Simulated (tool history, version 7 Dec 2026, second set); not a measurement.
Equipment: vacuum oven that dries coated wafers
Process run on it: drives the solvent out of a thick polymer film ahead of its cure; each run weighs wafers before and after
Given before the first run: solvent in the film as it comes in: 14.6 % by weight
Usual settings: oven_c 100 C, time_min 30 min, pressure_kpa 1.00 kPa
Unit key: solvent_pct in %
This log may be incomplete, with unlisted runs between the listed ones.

Run 1, hour 0.0: usual settings. Result: solvent_pct 1.53 %.
Run 2, hour 16.2: usual settings. Result: solvent_pct 1.51 %.
Run 3, hour 45.9: usual settings but pressure_kpa 0.77 kPa. Result: solvent_pct 1.39 %.
Run 4, hour 63.4: usual settings but pressure_kpa 0.62 kPa. Result: solvent_pct 1.31 %.
Run 5, hour 94.7: usual settings but time_min 21 min. Result: solvent_pct 2.55 %.
Run 6, hour 110.8: usual settings but time_min 21 min. Result: solvent_pct 2.57 %.
At hour 134.3: oven's thermocouples calibrated.
Run 7, hour 141.8: usual settings but pressure_kpa 1.59 kPa. Result: solvent_pct 2.21 %.
Run 8, hour 176.3: usual settings but pressure_kpa 1.59 kPa. Result: solvent_pct 2.23 %.
Run 9, hour 192.3: usual settings but pressure_kpa 1.59 kPa. Result: solvent_pct 2.24 %.
Run 10, hour 218.4: usual settings but pressure_kpa 1.59 kPa. Result: solvent_pct 2.23 %.
Run 11, hour 251.1: usual settings but time_min 52 min. Result: solvent_pct 0.93 %.
Run 12, hour 284.0: usual settings but oven_c 111 C, time_min 25 min, pressure_kpa 1.04 kPa. Result: solvent_pct 0.82 %.
Run 13, hour 311.7: usual settings but oven_c 111 C, time_min 23 min, pressure_kpa 3.51 kPa. Result: solvent_pct 1.95 %.
Run 14, hour 336.7: usual settings but oven_c 109 C, time_min 22 min, pressure_kpa 1.05 kPa. Result: solvent_pct 1.19 %.
Run 15, hour 350.6: usual settings but oven_c 109 C, time_min 22 min, pressure_kpa 1.05 kPa. Result: solvent_pct 1.19 %.
Run 16, hour 384.4: usual settings but time_min 23 min. Result: solvent_pct 2.68 %.
Run 17, hour 407.1: usual settings but time_min 49 min, pressure_kpa 1.17 kPa. Result: solvent_pct 1.10 %.
Run 18, hour 439.8: usual settings but oven_c 108 C, time_min 44 min, pressure_kpa 1.71 kPa. Result: solvent_pct 0.95 %.
Run 19, hour 460.1: usual settings but oven_c 108 C, time_min 44 min, pressure_kpa 1.71 kPa. Result: solvent_pct 0.95 %.
Run 20, hour 494.3: usual settings but oven_c 103 C, time_min 23 min. Result: solvent_pct 2.05 %.
Run 21, hour 512.4: usual settings but time_min 19 min, pressure_kpa 1.81 kPa. Result: solvent_pct 3.82 %.

For some of the steps in solvent_pct from one run to the next: how much would appear even if the tool had no hidden state, given the settings, what came in and random variation, and how much remains for the hidden state plus any gauge scatter that the measured result and the result without hidden state don't share?
Hidden state present: true wafer temperature over the reading, C; true pressure over the reading, kPa; drift of the gauge itself on solvent_pct, %.
Run 4 -> 5: time_min 30 -> 21, pressure_kpa 0.62 -> 1.00. solvent_pct +1.24 %: hidden state -0.13, all else +1.37.
Run 6 -> 7: time_min 21 -> 30, pressure_kpa 1.00 -> 1.59, oven's thermocouples calibrated. solvent_pct -0.36 %: hidden state +0.49, all else -0.85.
Run 16 -> 17: time_min 23 -> 49, pressure_kpa 1.00 -> 1.17. solvent_pct -1.58 %: hidden state -0.01, all else -1.57.
Run 20 -> 21: oven_c 103 -> 100, time_min 23 -> 19, pressure_kpa 1.00 -> 1.81. solvent_pct +1.77 %: hidden state +0.00, all else +1.77.
